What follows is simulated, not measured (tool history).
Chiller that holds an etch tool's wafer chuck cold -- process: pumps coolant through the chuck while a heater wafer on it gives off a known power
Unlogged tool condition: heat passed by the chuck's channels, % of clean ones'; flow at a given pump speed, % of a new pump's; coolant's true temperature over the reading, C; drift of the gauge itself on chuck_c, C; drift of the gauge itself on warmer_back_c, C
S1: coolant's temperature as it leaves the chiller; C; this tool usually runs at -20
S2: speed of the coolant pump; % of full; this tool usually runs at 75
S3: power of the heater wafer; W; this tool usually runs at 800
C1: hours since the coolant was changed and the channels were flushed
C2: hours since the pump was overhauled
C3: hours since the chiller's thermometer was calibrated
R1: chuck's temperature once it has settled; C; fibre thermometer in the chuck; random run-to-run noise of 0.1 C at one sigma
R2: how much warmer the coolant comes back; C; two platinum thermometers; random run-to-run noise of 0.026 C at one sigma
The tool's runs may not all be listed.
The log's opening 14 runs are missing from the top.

run   hour   S1  S2   S3    C1    C2    C3     R1    R2
 15  325.9  -20  75  800   704  1435  3457  -11.2  1.96
 16  354.9  -20  75  800   733  1464  3486  -11.2  1.91
 17  383.9  -20  75  589   762  1493  3515  -13.5  1.44
 18  411.4  -20  75  757   789  1521  3542  -11.7  1.84
 19  426.8  -20  88  507   805  1536  3558  -14.9  1.03
 20  451.6  -20  88  507   829  1561  3582  -14.8  1.02
     455.3  -- chiller's thermometer calibrated
 21  482.3  -20  88  507   859  1591    27  -14.7  1.02
     503.7  -- chiller's thermometer calibrated, once more
 22  508.8  -17  62  507   885  1616     5  -10.8  1.55
 23  529.4  -10  83  455   905  1637    26   -5.4  0.98
 24  543.0  -10  83  455   919  1650    39   -5.6  1.02
 25  557.1  -25  62  570   933  1664    53  -18.1  1.74
 26  581.5  -25  68  570   957  1689    78  -18.4  1.59
 27  604.8  -25  68  570   981  1712   101  -18.5  1.56
 28  631.2  -20  92  800  1007  1738   127  -12.8  1.57
 29  660.9  -20  92  800  1037  1768   157  -12.9  1.60
 30  689.9  -20  92  800  1066  1797   186  -12.8  1.58
 31  709.1  -24  82  800  1085  1816   205  -16.1  1.81

Branching from run 31: 4 alternative next runs. What would each branch give?
  A  727.2  -16  89   917  1103  1834  223   ?   ?
  B  727.2  -16  75   720  1103  1834  223   ?   ?
  C  727.2  -22  99   431  1103  1834  223   ?   ?
  D  727.2  -24  82  1153  1103  1834  223   ?   ?

run     R1    R2
  A   -7.4  1.85
  B   -8.3  1.82
  C  -18.3  0.79
  D  -12.6  2.57
With no hidden state in the tool, these same runs would have given:
run     R1    R2
  A   -8.1  1.77
  B   -8.9  1.74
  C  -18.6  0.75
  D  -13.6  2.46

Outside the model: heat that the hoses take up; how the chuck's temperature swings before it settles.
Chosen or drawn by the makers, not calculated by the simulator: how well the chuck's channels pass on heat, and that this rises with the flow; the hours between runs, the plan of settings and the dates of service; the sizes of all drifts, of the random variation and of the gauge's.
